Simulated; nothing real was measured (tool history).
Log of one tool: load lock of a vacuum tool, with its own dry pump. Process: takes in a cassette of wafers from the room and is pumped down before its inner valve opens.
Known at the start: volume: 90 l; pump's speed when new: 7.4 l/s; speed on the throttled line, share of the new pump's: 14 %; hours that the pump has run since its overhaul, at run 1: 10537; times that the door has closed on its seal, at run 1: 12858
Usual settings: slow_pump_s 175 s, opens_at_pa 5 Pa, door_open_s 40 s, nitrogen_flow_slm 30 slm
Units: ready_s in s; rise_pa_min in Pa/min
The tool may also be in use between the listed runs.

run,hour,slow_pump_s,opens_at_pa,door_open_s,nitrogen_flow_slm,hours that the pump has run since its overhaul,times that the door has closed on its seal,"incoming humidity of the room's air, %",ready_s,rise_pa_min
1,0.0,175,5,40,30,10537,12858,45.2,287.1,0.031
2,310.6,175,5,36,30,10847,13816,45.4,284.7,0.032
3,554.5,175,5,36,30,11091,14568,42.6,285.4,0.040
4,879.8,175,4,40,30,11416,15571,46.2,291.7,0.037
5,1109.7,175,4,40,30,11646,16281,43.4,291.2,0.033
6,1375.7,175,4,40,30,11912,17101,43.2,287.3,0.044
7,1567.2,175,5,40,30,12104,17692,45.1,289.3,0.043
8,1750.8,175,5,40,30,12287,18258,44.9,286.7,0.045
9,1987.0,175,5,40,30,12524,18987,44.7,287.8,0.047
10,2173.6,175,5,40,30,12710,19562,46.7,289.2,0.043
11,2476.3,175,5,40,8,13013,20496,46.0,288.7,0.050
12,2767.5,175,5,40,8,13304,21394,46.0,286.5,0.059
13,2995.8,175,5,40,8,13532,22098,43.3,287.7,0.059
14,3324.2,175,5,40,8,13861,23111,41.7,288.9,0.065
15,3598.0,175,5,40,8,14135,23956,47.7,290.0,0.067
16,3761.1,175,5,40,8,14298,24459,43.7,293.0,0.065
17,4004.8,99,5,40,29,14541,25211,44.8,225.4,0.061
18,4228.2,99,4,70,29,14765,25900,48.5,231.0,0.076
19,4570.6,118,4,196,30,15107,26956,41.4,246.3,0.086
20,4729.7,118,4,196,8,15266,27447,47.1,247.4,0.124
21,5059.3,118,4,196,8,15596,28463,43.5,247.4,0.117
22,5450.6,203,6,45,12,15987,29670,42.6,310.8,0.085
23,5696.2,165,6,157,20,16233,30428,44.9,282.4,0.103
24,5947.5,175,5,33,18,16484,31203,45.4,294.1,0.085
25,6127.2,175,8,98,30,16664,31757,42.6,289.6,0.096
26,6358.2,175,8,98,30,16895,32470,46.9,286.0,0.102
27,6528.2,141,10,238,30,17065,32994,45.0,251.7,0.120
# hour 6688.0: dry pump taken out, an overhauled one fitted
28,6781.6,265,5,56,18,94,33757,46.3,350.0,0.100
29,7047.6,265,5,56,18,360,34578,47.5,349.0,0.103
30,7258.7,175,9,42,30,571,35229,48.2,264.0,0.094
31,7524.6,175,9,42,30,837,36049,46.3,264.4,0.101
32,7809.2,175,9,42,30,1121,36927,47.1,263.8,0.095

Hidden state at the last listed run before each entry between runs and at the first one after, where it differs:
Between runs 27 and 28: dry pump taken out, an overhauled one fitted (hour 6688.0)
  pump's speed, % of a new pump's: 82.2 -> 100.5; leak at the door's seal, Pa l/s: 0.1126 -> 0.1161
  measured less the result without the state, ready_s: +20.2 -> -0.2 s; rise_pa_min: +0.074 -> +0.077 Pa/min
